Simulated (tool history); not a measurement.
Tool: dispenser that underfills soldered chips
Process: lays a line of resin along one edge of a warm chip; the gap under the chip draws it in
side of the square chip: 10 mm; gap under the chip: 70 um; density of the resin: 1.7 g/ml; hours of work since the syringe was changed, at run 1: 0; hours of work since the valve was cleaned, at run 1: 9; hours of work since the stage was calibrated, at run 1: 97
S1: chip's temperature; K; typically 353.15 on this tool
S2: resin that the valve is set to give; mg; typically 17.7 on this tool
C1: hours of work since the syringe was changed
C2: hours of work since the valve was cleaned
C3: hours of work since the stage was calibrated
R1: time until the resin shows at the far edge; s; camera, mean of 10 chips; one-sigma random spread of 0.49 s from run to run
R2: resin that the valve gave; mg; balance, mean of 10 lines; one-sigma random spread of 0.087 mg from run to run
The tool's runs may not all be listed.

Run 1, day 0.000: usual settings; C1 0; C2 9; C3 97. Result: R1 39.7 s, R2 17.52 mg.
At day 0.400: new syringe of resin.
Run 2, day 0.517: usual settings; C1 2; C2 18; C3 106. Result: R1 42.8 s, R2 17.57 mg.
At day 0.783: new syringe of resin.
Run 3, day 0.954: usual settings; C1 3; C2 25; C3 113. Result: R1 43.9 s, R2 17.27 mg.
At day 1.175: new syringe of resin.
Run 4, day 1.371: usual settings; C1 3; C2 33; C3 120. Result: R1 45.0 s, R2 17.38 mg.
At day 1.583: new syringe of resin.
Run 5, day 1.925: usual settings; C1 6; C2 42; C3 130. Result: R1 48.7 s, R2 17.14 mg.
At day 1.983: new syringe of resin.
Run 6, day 2.288: usual settings but S2 16.1 mg; C1 5; C2 49; C3 136. Result: R1 49.1 s, R2 15.50 mg.
At day 2.379: new syringe of resin.
Run 7, day 2.708: usual settings but S2 16.1 mg; C1 6; C2 56; C3 144. Result: R1 50.2 s, R2 15.37 mg.
At day 2.767: new syringe of resin.
Run 8, day 3.054: usual settings but S2 16.1 mg; C1 5; C2 62; C3 149. Result: R1 46.9 s, R2 15.25 mg.
At day 3.162: new syringe of resin.
Run 9, day 3.488: usual settings but S2 16.1 mg; C1 6; C2 69; C3 157. Result: R1 49.6 s, R2 15.41 mg.
At day 3.542: new syringe of resin.
Run 10, day 3.792: usual settings but S1 349.15 K; C1 4; C2 74; C3 162. Result: R1 53.1 s, R2 16.90 mg.
At day 3.942: new syringe of resin.
Run 11, day 4.088: usual settings but S2 20.6 mg; C1 3; C2 79; C3 167. Result: R1 42.9 s, R2 19.48 mg.
At day 4.333: new syringe of resin.
Run 12, day 4.625: usual settings but S2 20.6 mg; C1 5; C2 89; C3 176. Result: R1 46.7 s, R2 19.31 mg.
At day 4.708: new syringe of resin.
At day 5.096: new syringe of resin.
Run 13, day 5.096: usual settings but S2 20.6 mg; C1 0; C2 96; C3 184. Result: R1 41.0 s, R2 19.05 mg.
At day 5.433: dispensing valve cleaned and set on the balance.
At day 5.508: new syringe of resin.
Run 14, day 5.508: usual settings; C1 0; C2 1; C3 191. Result: R1 39.6 s, R2 17.72 mg.
At day 5.883: new syringe of resin.
Run 15, day 5.992: usual settings but S1 355.15 K, S2 15.8 mg; C1 2; C2 9; C3 199. Result: R1 40.9 s, R2 15.74 mg.
At day 6.279: new syringe of resin.
Run 16, day 6.279: usual settings but S1 355.15 K, S2 15.8 mg; C1 0; C2 14; C3 204. Result: R1 39.5 s, R2 15.64 mg.
Run 17, day 6.542: usual settings but S1 355.15 K, S2 15.8 mg; C1 5; C2 19; C3 209. Result: R1 45.6 s, R2 15.65 mg.
At day 6.675: new syringe of resin.
Run 18, day 6.912: usual settings but S1 351.15 K, S2 19.8 mg; C1 4; C2 25; C3 215. Result: R1 48.6 s, R2 19.31 mg.
At day 7.050: new syringe of resin.
At day 7.425: new syringe of resin.
Run 19, day 7.425: usual settings but S1 358.15 K, S2 20.6 mg; C1 0; C2 34; C3 224. Result: R1 34.1 s, R2 20.09 mg.
At day 7.788: new syringe of resin.
Run 20, day 7.979: usual settings but S1 355.15 K, S2 20.8 mg; C1 3; C2 44; C3 233. Result: R1 42.2 s, R2 19.92 mg.
At day 8.192: new syringe of resin.
At day 8.583: new syringe of resin.
Run 21, day 8.583: usual settings but S1 355.15 K, S2 20.8 mg; C1 0; C2 54; C3 243. Result: R1 37.3 s, R2 20.10 mg.
At day 8.983: new syringe of resin.
Run 22, day 9.092: usual settings but S1 364.15 K, S2 20.9 mg; C1 2; C2 63; C3 252. Result: R1 31.0 s, R2 19.82 mg.
At day 9.358: new syringe of resin.
Run 23, day 9.379: usual settings but S1 364.15 K, S2 20.9 mg; C1 0; C2 68; C3 257. Result: R1 29.5 s, R2 19.83 mg.
Run 24, day 9.638: usual settings but S1 342.15 K, S2 17.1 mg; C1 5; C2 72; C3 262. Result: R1 68.4 s, R2 16.15 mg.
At day 9.721: new syringe of resin.
At day 10.092: new syringe of resin.
Run 25, day 10.121: usual settings but S1 364.15 K, S2 20.0 mg; C1 1; C2 80; C3 270. Result: R1 30.0 s, R2 18.93 mg.
Run 26, day 10.400: usual settings but S1 364.15 K, S2 22.8 mg; C1 5; C2 85; C3 275. Result: R1 35.3 s, R2 21.32 mg.
At day 10.454: new syringe of resin.
At day 10.833: new syringe of resin.
Run 27, day 10.933: usual settings but S1 364.15 K, S2 22.8 mg; C1 2; C2 94; C3 284. Result: R1 30.5 s, R2 21.06 mg.

For each entry between runs, how does the tool's hidden state at the last listed run before it compare with that at the first listed run after it?
Runs 1 to 2: new syringe of resin (day 0.400)
  resin's viscosity, % of fresh resin's: 101 -> 108.5; dose that the valve gives, % of what is set: 99.5 -> 98.81; true chip temperature over the reading, C: -0.64 -> -0.71
  measured value less the no-hidden-state value, R1: +1.2 -> +4.3 s; R2: -0.09 -> -0.21 mg
Runs 2 to 3: new syringe of resin (day 0.783)
  resin's viscosity, % of fresh resin's: 108.5 -> 113.2; dose that the valve gives, % of what is set: 98.81 -> 98.29; true chip temperature over the reading, C: -0.71 -> -0.76
  measured value less the no-hidden-state value, R1: +4.3 -> +6.1 s; R2: -0.21 -> -0.31 mg
Runs 3 to 4: new syringe of resin (day 1.175)
  resin's viscosity, % of fresh resin's: 113.2 -> 112.7; dose that the valve gives, % of what is set: 98.29 -> 97.76; true chip temperature over the reading, C: -0.76 -> -0.81
  measured value less the no-hidden-state value, R1: +6.1 -> +6.2 s; R2: -0.31 -> -0.40 mg
Runs 4 to 5: new syringe of resin (day 1.583)
  resin's viscosity, % of fresh resin's: 112.7 -> 123.4; dose that the valve gives, % of what is set: 97.76 -> 97.01; true chip temperature over the reading, C: -0.81 -> -0.88
  measured value less the no-hidden-state value, R1: +6.2 -> +10.4 s; R2: -0.40 -> -0.53 mg
Runs 5 to 6: new syringe of resin (day 1.983)
  resin's viscosity, % of fresh resin's: 123.4 -> 121.4; dose that the valve gives, % of what is set: 97.01 -> 96.54; true chip temperature over the reading, C: -0.88 -> -0.93
  measured value less the no-hidden-state value, R1: +10.4 -> +10.1 s; R2: -0.53 -> -0.56 mg
Runs 6 to 7: new syringe of resin (day 2.379)
  resin's viscosity, % of fresh resin's: 121.4 -> 122.8; dose that the valve gives, % of what is set: 96.54 -> 96; true chip temperature over the reading, C: -0.93 -> -0.98
  measured value less the no-hidden-state value, R1: +10.1 -> +10.9 s; R2: -0.56 -> -0.64 mg
Runs 7 to 8: new syringe of resin (day 2.767)
  resin's viscosity, % of fresh resin's: 122.8 -> 118; dose that the valve gives, % of what is set: 96 -> 95.53; true chip temperature over the reading, C: -0.98 -> -1.02
  measured value less the no-hidden-state value, R1: +10.9 -> +8.8 s; R2: -0.64 -> -0.71 mg
Runs 8 to 9: new syringe of resin (day 3.162)
  resin's viscosity, % of fresh resin's: 118 -> 123.1; dose that the valve gives, % of what is set: 95.53 -> 94.98; true chip temperature over the reading, C: -1.02 -> -1.08
  measured value less the no-hidden-state value, R1: +8.8 -> +11.2 s; R2: -0.71 -> -0.81 mg
Runs 9 to 10: new syringe of resin (day 3.542)
  resin's viscosity, % of fresh resin's: 123.1 -> 117.4; dose that the valve gives, % of what is set: 94.98 -> 94.62; true chip temperature over the reading, C: -1.08 -> -1.11
  measured value less the no-hidden-state value, R1: +11.2 -> +9.9 s; R2: -0.81 -> -0.96 mg
Runs 10 to 11: new syringe of resin (day 3.942)
  resin's viscosity, % of fresh resin's: 117.4 -> 109.8; dose that the valve gives, % of what is set: 94.62 -> 94.25; true chip temperature over the reading, C: -1.11 -> -1.15
  measured value less the no-hidden-state value, R1: +9.9 -> +5.3 s; R2: -0.96 -> -1.19 mg
Runs 11 to 12: new syringe of resin (day 4.333)
  resin's viscosity, % of fresh resin's: 109.8 -> 120; dose that the valve gives, % of what is set: 94.25 -> 93.6; true chip temperature over the reading, C: -1.15 -> -1.21
  measured value less the no-hidden-state value, R1: +5.3 -> +9.4 s; R2: -1.19 -> -1.32 mg
Runs 12 to 13: new syringe of resin (day 4.708); new syringe of resin (day 5.096)
  resin's viscosity, % of fresh resin's: 120 -> 102.4; dose that the valve gives, % of what is set: 93.6 -> 93.02; true chip temperature over the reading, C: -1.21 -> -1.27
  measured value less the no-hidden-state value, R1: +9.4 -> +2.7 s; R2: -1.32 -> -1.44 mg
Runs 13 to 14: dispensing valve cleaned and set on the balance (day 5.433); new syringe of resin (day 5.508)
  resin's viscosity, % of fresh resin's: 102.4 -> 99.9; dose that the valve gives, % of what is set: 93.02 -> 99.87; true chip temperature over the reading, C: -1.27 -> -1.32
  measured value less the no-hidden-state value, R1: +2.7 -> +1.5 s; R2: -1.44 -> -0.03 mg
Runs 14 to 15: new syringe of resin (day 5.883)
  resin's viscosity, % of fresh resin's: 99.9 -> 107.7; dose that the valve gives, % of what is set: 99.87 -> 99.26; true chip temperature over the reading, C: -1.32 -> -1.37
  measured value less the no-hidden-state value, R1: +1.5 -> +4.5 s; R2: -0.03 -> -0.11 mg
Runs 15 to 16: new syringe of resin (day 6.279)
  resin's viscosity, % of fresh resin's: 107.7 -> 101.8; dose that the valve gives, % of what is set: 99.26 -> 98.9; true chip temperature over the reading, C: -1.37 -> -1.41
  measured value less the no-hidden-state value, R1: +4.5 -> +2.4 s; R2: -0.11 -> -0.17 mg
Runs 17 to 18: new syringe of resin (day 6.675)
  resin's viscosity, % of fresh resin's: 120 -> 115.8; dose that the valve gives, % of what is set: 98.56 -> 98.14; true chip temperature over the reading, C: -1.44 -> -1.49
  measured value less the no-hidden-state value, R1: +9.4 -> +8.6 s; R2: -0.23 -> -0.37 mg
Runs 18 to 19: new syringe of resin (day 7.050); new syringe of resin (day 7.425)
  resin's viscosity, % of fresh resin's: 115.8 -> 99.9; dose that the valve gives, % of what is set: 98.14 -> 97.46; true chip temperature over the reading, C: -1.49 -> -1.55
  measured value less the no-hidden-state value, R1: +8.6 -> +1.5 s; R2: -0.37 -> -0.52 mg
Runs 19 to 20: new syringe of resin (day 7.788)
  resin's viscosity, % of fresh resin's: 99.9 -> 113.8; dose that the valve gives, % of what is set: 97.46 -> 96.7; true chip temperature over the reading, C: -1.55 -> -1.62
  measured value less the no-hidden-state value, R1: +1.5 -> +7.0 s; R2: -0.52 -> -0.68 mg
Runs 20 to 21: new syringe of resin (day 8.192); new syringe of resin (day 8.583)
  resin's viscosity, % of fresh resin's: 113.8 -> 99.7; dose that the valve gives, % of what is set: 96.7 -> 95.98; true chip temperature over the reading, C: -1.62 -> -1.7
  measured value less the no-hidden-state value, R1: +7.0 -> +1.9 s; R2: -0.68 -> -0.85 mg
Runs 21 to 22: new syringe of resin (day 8.983)
  resin's viscosity, % of fresh resin's: 99.7 -> 107.1; dose that the valve gives, % of what is set: 95.98 -> 95.34; true chip temperature over the reading, C: -1.7 -> -1.77
  measured value less the no-hidden-state value, R1: +1.9 -> +3.5 s; R2: -0.85 -> -0.97 mg
Runs 22 to 23: new syringe of resin (day 9.358)
  resin's viscosity, % of fresh resin's: 107.1 -> 101.4; dose that the valve gives, % of what is set: 95.34 -> 94.98; true chip temperature over the reading, C: -1.77 -> -1.8
  measured value less the no-hidden-state value, R1: +3.5 -> +1.9 s; R2: -0.97 -> -1.04 mg
Runs 24 to 25: new syringe of resin (day 9.721); new syringe of resin (day 10.092)
  resin's viscosity, % of fresh resin's: 119.2 -> 102.8; dose that the valve gives, % of what is set: 94.63 -> 94.02; true chip temperature over the reading, C: -1.84 -> -1.9
  measured value less the no-hidden-state value, R1: +15.0 -> +2.5 s; R2: -0.92 -> -1.20 mg
Runs 26 to 27: new syringe of resin (day 10.454); new syringe of resin (day 10.833)
  resin's viscosity, % of fresh resin's: 122.4 -> 106.2; dose that the valve gives, % of what is set: 93.69 -> 92.98; true chip temperature over the reading, C: -1.94 -> -2.01
  measured value less the no-hidden-state value, R1: +8.0 -> +3.4 s; R2: -1.44 -> -1.60 mg
